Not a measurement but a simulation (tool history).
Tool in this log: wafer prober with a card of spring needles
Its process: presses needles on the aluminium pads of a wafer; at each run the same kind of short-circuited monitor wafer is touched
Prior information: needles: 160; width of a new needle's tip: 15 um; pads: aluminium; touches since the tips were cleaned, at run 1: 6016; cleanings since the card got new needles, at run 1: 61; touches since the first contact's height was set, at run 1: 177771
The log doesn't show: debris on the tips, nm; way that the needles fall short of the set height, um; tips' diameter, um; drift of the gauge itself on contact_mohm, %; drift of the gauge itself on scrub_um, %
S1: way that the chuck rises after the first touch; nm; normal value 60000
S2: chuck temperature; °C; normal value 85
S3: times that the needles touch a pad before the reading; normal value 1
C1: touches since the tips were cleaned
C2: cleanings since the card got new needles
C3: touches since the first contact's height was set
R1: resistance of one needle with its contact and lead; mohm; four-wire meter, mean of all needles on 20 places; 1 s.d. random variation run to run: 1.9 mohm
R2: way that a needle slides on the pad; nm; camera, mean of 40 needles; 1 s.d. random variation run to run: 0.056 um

| run | hour | S1 | S2 | S3 | C1 | C2 | C3 | R1 | R2 |
|---|---|---|---|---|---|---|---|---|---|
| 1 | 0.0 | 60000 | 85 | 1 | 6016 | 61 | 177771 | 254 | 11470 |
|  | 3.5 | tips cleaned on abrasive film |
|  | 5.5 | height of the first contact set anew |
| 2 | 12.4 | 60000 | 34 | 1 | 6440 | 62 | 5198 | 254 | 11680 |
|  | 14.2 | tips cleaned on abrasive film |
|  | 25.2 | tips cleaned on abrasive film |
| 3 | 27.5 | 60000 | 85 | 2 | 1757 | 64 | 16360 | 213 | 11650 |
|  | 36.1 | tips cleaned on abrasive film |
| 4 | 41.7 | 60000 | 85 | 2 | 4145 | 65 | 26880 | 225 | 11680 |
|  | 47.1 | tips cleaned on abrasive film |
| 5 | 55.1 | 60000 | 85 | 2 | 6023 | 66 | 36887 | 237 | 11510 |
|  | 57.9 | tips cleaned on abrasive film |
|  | 68.2 | tips cleaned on abrasive film |
| 6 | 69.5 | 60000 | 36 | 1 | 939 | 68 | 47482 | 208 | 11560 |
|  | 80.0 | tips cleaned on abrasive film |
| 7 | 82.2 | 50000 | 85 | 1 | 1639 | 69 | 56932 | 244 | 9620 |
|  | 90.8 | tips cleaned on abrasive film |
| 8 | 99.9 | 60000 | 85 | 1 | 6765 | 70 | 70087 | 256 | 11520 |
|  | 102.3 | tips cleaned on abrasive film |
|  | 113.0 | tips cleaned on abrasive film |
| 9 | 113.7 | 60000 | 85 | 1 | 517 | 72 | 80250 | 212 | 11480 |
|  | 123.9 | tips cleaned on abrasive film |
| 10 | 131.2 | 60000 | 85 | 3 | 5415 | 73 | 93288 | 219 | 11490 |
|  | 135.8 | tips cleaned on abrasive film |
| 11 | 144.9 | 60000 | 85 | 3 | 6789 | 74 | 103494 | 222 | 11410 |
|  | 147.8 | tips cleaned on abrasive film |
|  | 159.3 | tips cleaned on abrasive film |
| 12 | 161.1 | 60000 | 85 | 3 | 1308 | 76 | 115452 | 206 | 11500 |
|  | 170.9 | tips cleaned on abrasive film |
| 13 | 177.8 | 60000 | 85 | 3 | 5193 | 77 | 127922 | 219 | 11420 |
|  | 182.3 | tips cleaned on abrasive film |
|  | 193.6 | tips cleaned on abrasive film |
| 14 | 200.0 | 60000 | 26 | 3 | 4813 | 79 | 144394 | 206 | 11430 |
|  | 204.9 | tips cleaned on abrasive film |
|  | 216.2 | tips cleaned on abrasive film |
| 15 | 220.3 | 60000 | 26 | 3 | 3098 | 81 | 159417 | 203 | 11370 |
|  | 227.2 | tips cleaned on abrasive film |
|  | 238.1 | tips cleaned on abrasive film |
| 16 | 238.1 | 60000 | 26 | 3 | 0 | 83 | 172615 | 187 | 11350 |
|  | 249.0 | tips cleaned on abrasive film |
|  | 251.2 | height of the first contact set anew |
| 17 | 252.9 | 60000 | 39 | 2 | 2689 | 84 | 1218 | 211 | 11680 |
|  | 260.0 | tips cleaned on abrasive film |
| 18 | 267.2 | 60000 | 39 | 2 | 5395 | 85 | 11861 | 227 | 11650 |
|  | 270.3 | tips cleaned on abrasive film |
|  | 280.6 | tips cleaned on abrasive film |
| 19 | 284.1 | 60000 | 100 | 1 | 2633 | 87 | 24404 | 239 | 11720 |
|  | 291.9 | tips cleaned on abrasive film |
|  | 302.2 | tips cleaned on abrasive film |
| 20 | 306.4 | 52000 | 59 | 2 | 3168 | 89 | 40959 | 229 | 10080 |
|  | 313.8 | tips cleaned on abrasive film |
|  | 324.4 | tips cleaned on abrasive film |
| 21 | 325.7 | 52000 | 59 | 2 | 1029 | 91 | 55248 | 206 | 10040 |
|  | 335.2 | tips cleaned on abrasive film |
| 22 | 335.6 | 52000 | 59 | 2 | 285 | 92 | 62530 | 200 | 9960 |
|  | 347.0 | tips cleaned on abrasive film |
| 23 | 356.0 | 60000 | 120 | 1 | 6745 | 93 | 77747 | 263 | 11500 |
|  | 357.5 | tips cleaned on abrasive film |
|  | 369.7 | tips cleaned on abrasive film |
| 24 | 375.7 | 46000 | 124 | 2 | 4500 | 95 | 92388 | 263 | 8890 |
|  | 380.7 | tips cleaned on abrasive film |
|  | 392.3 | tips cleaned on abrasive film |
| 25 | 392.3 | 46000 | 124 | 2 | 0 | 97 | 104599 | 218 | 8680 |
|  | 402.8 | tips cleaned on abrasive film |
| 26 | 411.0 | 46000 | 124 | 2 | 6089 | 98 | 118537 | 268 | 8640 |
|  | 413.9 | tips cleaned on abrasive film |
| 27 | 422.6 | 46000 | 124 | 2 | 6513 | 99 | 127205 | 273 | 8660 |
|  | 424.5 | tips cleaned on abrasive film |
|  | 434.9 | tips cleaned on abrasive film |
| 28 | 442.8 | 65000 | 50 | 2 | 5944 | 101 | 142172 | 227 | 12300 |
|  | 445.3 | tips cleaned on abrasive film |
| 29 | 454.6 | 65000 | 50 | 2 | 6955 | 102 | 150891 | 226 | 12420 |
|  | 456.6 | tips cleaned on abrasive film |
|  | 467.3 | tips cleaned on abrasive film |
| 30 | 474.4 | 65000 | 50 | 2 | 5354 | 104 | 165602 | 224 | 12380 |

Run 31 comes next. What will it give?
|  | 477.6 | tips cleaned on abrasive film |
|  | 488.1 | tips cleaned on abrasive film |
| 31 | 494.5 | 65000 | 50 | 3 | 4820 | 106 | 180496 | ? | ? |

R1: 209 mohm
R2: 12340 nm
If the tool had no hidden condition, the same run with the same run-to-run variation would have returned R1 187 mohm, R2 12700 nm.

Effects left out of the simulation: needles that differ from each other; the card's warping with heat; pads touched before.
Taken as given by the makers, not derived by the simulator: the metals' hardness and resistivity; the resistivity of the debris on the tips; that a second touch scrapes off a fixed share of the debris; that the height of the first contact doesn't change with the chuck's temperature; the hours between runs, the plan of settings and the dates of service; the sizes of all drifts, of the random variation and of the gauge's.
